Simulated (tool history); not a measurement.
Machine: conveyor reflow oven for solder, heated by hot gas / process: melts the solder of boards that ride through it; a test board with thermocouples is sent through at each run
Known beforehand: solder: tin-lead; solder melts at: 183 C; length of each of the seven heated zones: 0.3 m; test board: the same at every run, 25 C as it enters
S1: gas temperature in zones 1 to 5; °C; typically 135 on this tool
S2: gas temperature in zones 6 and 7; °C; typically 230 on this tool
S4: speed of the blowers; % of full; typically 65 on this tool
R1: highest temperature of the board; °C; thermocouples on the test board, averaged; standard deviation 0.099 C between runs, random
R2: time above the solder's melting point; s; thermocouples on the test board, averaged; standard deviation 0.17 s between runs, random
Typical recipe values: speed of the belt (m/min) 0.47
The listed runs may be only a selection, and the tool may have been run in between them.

{"run": 1, "hour": 0.0, "S1": 135, "S2": 230, "speed of the belt (m/min)": 0.47, "S4": 65, "R1": 207.16, "R2": 45.1}
{"run": 2, "hour": 14.4, "S1": 135, "S2": 230, "speed of the belt (m/min)": 0.516, "S4": 65, "R1": 203.24, "R2": 36.1}
{"run": 3, "hour": 22.3, "S1": 135, "S2": 230, "speed of the belt (m/min)": 0.516, "S4": 65, "R1": 203.33, "R2": 36.4}
{"run": 4, "hour": 36.9, "S1": 135, "S2": 240, "speed of the belt (m/min)": 0.47, "S4": 65, "R1": 214.89, "R2": 53}
{"run": 5, "hour": 52.5, "S1": 144, "S2": 230, "speed of the belt (m/min)": 0.47, "S4": 65, "R1": 209.1, "R2": 50.7}
{"hour": 58.6, "done": "thermocouples of zones 6 and 7 changed"}
{"run": 6, "hour": 66.7, "S1": 135, "S2": 230, "speed of the belt (m/min)": 0.47, "S4": 65, "R1": 205.46, "R2": 43.7}
{"run": 7, "hour": 83.7, "S1": 135, "S2": 230, "speed of the belt (m/min)": 0.41, "S4": 65, "R1": 210.6, "R2": 57.2}
{"run": 8, "hour": 93.4, "S1": 135, "S2": 230, "speed of the belt (m/min)": 0.41, "S4": 65, "R1": 210.5, "R2": 57.3}
{"run": 9, "hour": 105.2, "S1": 135, "S2": 230, "speed of the belt (m/min)": 0.41, "S4": 65, "R1": 210.46, "R2": 57.2}
{"run": 10, "hour": 118.2, "S1": 135, "S2": 230, "speed of the belt (m/min)": 0.558, "S4": 65, "R1": 198.76, "R2": 27.5}
{"run": 11, "hour": 132.5, "S1": 135, "S2": 230, "speed of the belt (m/min)": 0.47, "S4": 77, "R1": 208.29, "R2": 47.1}
{"run": 12, "hour": 149.7, "S1": 135, "S2": 230, "speed of the belt (m/min)": 0.47, "S4": 77, "R1": 208.15, "R2": 46.9}
{"run": 13, "hour": 165.0, "S1": 135, "S2": 230, "speed of the belt (m/min)": 0.47, "S4": 77, "R1": 208.18, "R2": 47.1}
{"run": 14, "hour": 180.0, "S1": 135, "S2": 230, "speed of the belt (m/min)": 0.47, "S4": 56, "R1": 202.88, "R2": 39.8}
{"run": 15, "hour": 193.1, "S1": 135, "S2": 230, "speed of the belt (m/min)": 0.47, "S4": 56, "R1": 203.07, "R2": 40.1}
{"run": 16, "hour": 202.6, "S1": 135, "S2": 239, "speed of the belt (m/min)": 0.47, "S4": 65, "R1": 212.61, "R2": 50.7}
{"run": 17, "hour": 213.0, "S1": 137, "S2": 228, "speed of the belt (m/min)": 0.47, "S4": 65, "R1": 204.32, "R2": 42.8}
{"hour": 220.5, "done": "flux residue cleaned out of gas plates and filters"}
{"run": 18, "hour": 225.7, "S1": 125, "S2": 230, "speed of the belt (m/min)": 0.513, "S4": 65, "R1": 200.75, "R2": 31.2}
{"run": 19, "hour": 239.5, "S1": 124, "S2": 243, "speed of the belt (m/min)": 0.546, "S4": 52, "R1": 202.45, "R2": 30}
{"run": 20, "hour": 253.1, "S1": 125, "S2": 230, "speed of the belt (m/min)": 0.47, "S4": 65, "R1": 204.6, "R2": 39.2}
{"run": 21, "hour": 270.9, "S1": 125, "S2": 230, "speed of the belt (m/min)": 0.47, "S4": 65, "R1": 204.32, "R2": 39.1}
{"run": 22, "hour": 284.3, "S1": 129, "S2": 245, "speed of the belt (m/min)": 0.382, "S4": 85, "R1": 229.72, "R2": 77.9}
{"run": 23, "hour": 297.3, "S1": 120, "S2": 221, "speed of the belt (m/min)": 0.411, "S4": 62, "R1": 200.45, "R2": 39.1}
{"run": 24, "hour": 313.8, "S1": 120, "S2": 221, "speed of the belt (m/min)": 0.411, "S4": 62, "R1": 200.25, "R2": 38.6}
{"run": 25, "hour": 322.9, "S1": 131, "S2": 225, "speed of the belt (m/min)": 0.517, "S4": 65, "R1": 198.11, "R2": 28.8}
{"run": 26, "hour": 331.5, "S1": 143, "S2": 230, "speed of the belt (m/min)": 0.47, "S4": 65, "R1": 208.64, "R2": 50.4}
{"run": 27, "hour": 339.8, "S1": 143, "S2": 230, "speed of the belt (m/min)": 0.47, "S4": 65, "R1": 208.67, "R2": 50.2}

For run 28, what comes out?
{"run": 28, "hour": 356.5, "S1": 143, "S2": 223, "speed of the belt (m/min)": 0.399, "S4": 65, "R1": "?", "R2": "?"}

{"run 28": {"R1": 207.91, "R2": 60.4}}
Take away the tool's hidden state, keep the run-to-run variation as it was, and the same run would have given R1 208.45 °C, R2 61 s.
